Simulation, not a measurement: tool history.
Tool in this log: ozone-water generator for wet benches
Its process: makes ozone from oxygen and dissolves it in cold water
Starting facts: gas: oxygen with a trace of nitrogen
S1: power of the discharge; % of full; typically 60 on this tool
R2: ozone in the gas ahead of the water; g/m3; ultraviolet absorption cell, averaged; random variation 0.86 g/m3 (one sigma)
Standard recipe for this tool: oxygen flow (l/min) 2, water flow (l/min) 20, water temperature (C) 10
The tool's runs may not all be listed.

Run 1, hour 0: usual settings. Result: dissolved ozone (ppm) 7.7, R2 134.6 g/m3.
Run 2, hour 54.8: usual settings. Result: dissolved ozone (ppm) 7.7, R2 133 g/m3.
Run 3, hour 106.9: usual settings. Result: dissolved ozone (ppm) 7.7, R2 133.3 g/m3.
Run 4, hour 142.1: usual settings but oxygen flow (l/min) 1.22. Result: dissolved ozone (ppm) 6.2, R2 160.8 g/m3.
Run 5, hour 201.5: usual settings but oxygen flow (l/min) 1.22. Result: dissolved ozone (ppm) 6.2, R2 160.7 g/m3.
Run 6, hour 239.8: usual settings but oxygen flow (l/min) 1.22. Result: dissolved ozone (ppm) 6.1, R2 162 g/m3.
Run 7, hour 313: usual settings. Result: dissolved ozone (ppm) 7.6, R2 133.3 g/m3.
Run 8, hour 384.6: usual settings but oxygen flow (l/min) 2.29. Result: dissolved ozone (ppm) 8.3, R2 126.5 g/m3.
Run 9, hour 431.9: usual settings but oxygen flow (l/min) 2.29. Result: dissolved ozone (ppm) 8.1, R2 128.1 g/m3.
Run 10, hour 471.7: usual settings but water temperature (C) 16. Result: dissolved ozone (ppm) 7.6, R2 131.3 g/m3.
Run 11, hour 538.8: usual settings but water temperature (C) 16. Result: dissolved ozone (ppm) 7.3, R2 132.5 g/m3.
Run 12, hour 573: usual settings but water temperature (C) 16. Result: dissolved ozone (ppm) 7.2, R2 131.8 g/m3.
Run 13, hour 637.7: usual settings but water flow (l/min) 23. Result: dissolved ozone (ppm) 6.7, R2 131.6 g/m3.
At hour 647.1: contactor cleaned.
Run 14, hour 698.8: usual settings but S1 62 % of full. Result: dissolved ozone (ppm) 7.8, R2 134.7 g/m3.
At hour 761.4: contactor cleaned, once more.
Run 15, hour 770.6: usual settings but S1 62 % of full. Result: dissolved ozone (ppm) 8, R2 134.5 g/m3.
Run 16, hour 825.4: usual settings but S1 62 % of full. Result: dissolved ozone (ppm) 8, R2 134.8 g/m3.
Run 17, hour 875.8: usual settings but S1 46 % of full, oxygen flow (l/min) 1.86, water flow (l/min) 13, water temperature (C) 13. Result: dissolved ozone (ppm) 9.4, R2 113.3 g/m3.
Run 18, hour 941.8: usual settings but S1 94 % of full, oxygen flow (l/min) 1.2, water flow (l/min) 13, water temperature (C) 11. Result: dissolved ozone (ppm) 13.2, R2 219.8 g/m3.
Run 19, hour 1015.6: usual settings but S1 94 % of full, oxygen flow (l/min) 1.2, water flow (l/min) 13, water temperature (C) 11. Result: dissolved ozone (ppm) 13.1, R2 218.7 g/m3.
Run 20, hour 1093.6: usual settings but S1 76 % of full, oxygen flow (l/min) 2.34, water flow (l/min) 13, water temperature (C) 12. Result: dissolved ozone (ppm) 14.2, R2 144.5 g/m3.
Run 21, hour 1126.6: usual settings but S1 79 % of full, oxygen flow (l/min) 1.08, water flow (l/min) 16, water temperature (C) 6. Result: dissolved ozone (ppm) 9, R2 201.2 g/m3.
Run 22, hour 1195.4: usual settings but S1 96 % of full. Result: dissolved ozone (ppm) 10.7, R2 181.7 g/m3.
Run 23, hour 1262.6: usual settings but S1 96 % of full, oxygen flow (l/min) 1.46. Result: dissolved ozone (ppm) 9.2, R2 203.9 g/m3.
Run 24, hour 1304.7: usual settings but S1 96 % of full, oxygen flow (l/min) 1.46. Result: dissolved ozone (ppm) 9.3, R2 203.6 g/m3.
Run 25, hour 1344.6: usual settings but water flow (l/min) 24, water temperature (C) 14. Result: dissolved ozone (ppm) 6.2, R2 130.1 g/m3.
Run 26, hour 1421.6: usual settings but water flow (l/min) 24, water temperature (C) 14. Result: dissolved ozone (ppm) 6.3, R2 131.7 g/m3.
Run 27, hour 1486.4: usual settings but S1 79 % of full, oxygen flow (l/min) 1.24, water flow (l/min) 18, water temperature (C) 5. Result: dissolved ozone (ppm) 8.7, R2 190.9 g/m3.
Run 28, hour 1539.8: usual settings but S1 79 % of full, oxygen flow (l/min) 1.24, water flow (l/min) 16, water temperature (C) 8. Result: dissolved ozone (ppm) 9.4, R2 188.6 g/m3.
Run 29, hour 1602.4: usual settings but oxygen flow (l/min) 1.89, water flow (l/min) 12, water temperature (C) 16. Result: dissolved ozone (ppm) 11.4, R2 133.4 g/m3.
Run 30, hour 1672.6: usual settings but oxygen flow (l/min) 1.89, water flow (l/min) 12, water temperature (C) 16. Result: dissolved ozone (ppm) 11.6, R2 132 g/m3.
Run 31, hour 1737.2: usual settings but S1 97 % of full, oxygen flow (l/min) 1.82, water flow (l/min) 31, water temperature (C) 6. Result: dissolved ozone (ppm) 6.1, R2 186.1 g/m3.
Run 32, hour 1769.2: usual settings but S1 97 % of full, oxygen flow (l/min) 1.82, water flow (l/min) 31, water temperature (C) 6. Result: dissolved ozone (ppm) 6.4, R2 188.4 g/m3.

Table of differences, measured result less the result of that run with no hidden state. Run-to-run variation is the same in both. Gauge scatter possibly is not:
Hidden conditions of the tool in this case: yield of the discharge, % of new electrodes'; contactor's efficiency, % of a clean one's; true water temperature over the reading, C; drift of the gauge itself on ozone_ppm, %; drift of the gauge itself on gas_g_m3, %.
run  dissolved ozone (ppm)     R2
  1                   -0.5   -6.2
  2                   -0.5   -6.3
  3                   -0.5   -6.4
  4                   -0.4   -7.8
  5                   -0.4     -8
  6                   -0.4   -8.3
  7                   -0.5     -7
  8                   -0.5   -6.8
  9                   -0.6   -6.9
 10                   -0.5   -7.4
 11                   -0.6   -7.5
 12                   -0.6   -7.6
 13                   -0.5   -7.8
 14                   -0.8   -8.3
 15                   -0.5   -8.5
 16                   -0.5   -8.6
 17                   -0.5   -5.6
 18                   -1.3  -19.7
 19                   -1.2  -20.1
 20                   -1.3  -11.7
 21                   -0.9  -17.1
 22                   -1.1  -17.9
 23                     -1  -20.5
 24                   -1.1  -20.6
 25                   -0.5   -9.5
 26                   -0.5   -9.9
 27                   -0.9  -17.9
 28                     -1    -18
 29                   -1.1  -10.5
 30                     -1  -10.5
 31                   -0.8  -21.3
 32                   -0.8  -21.7
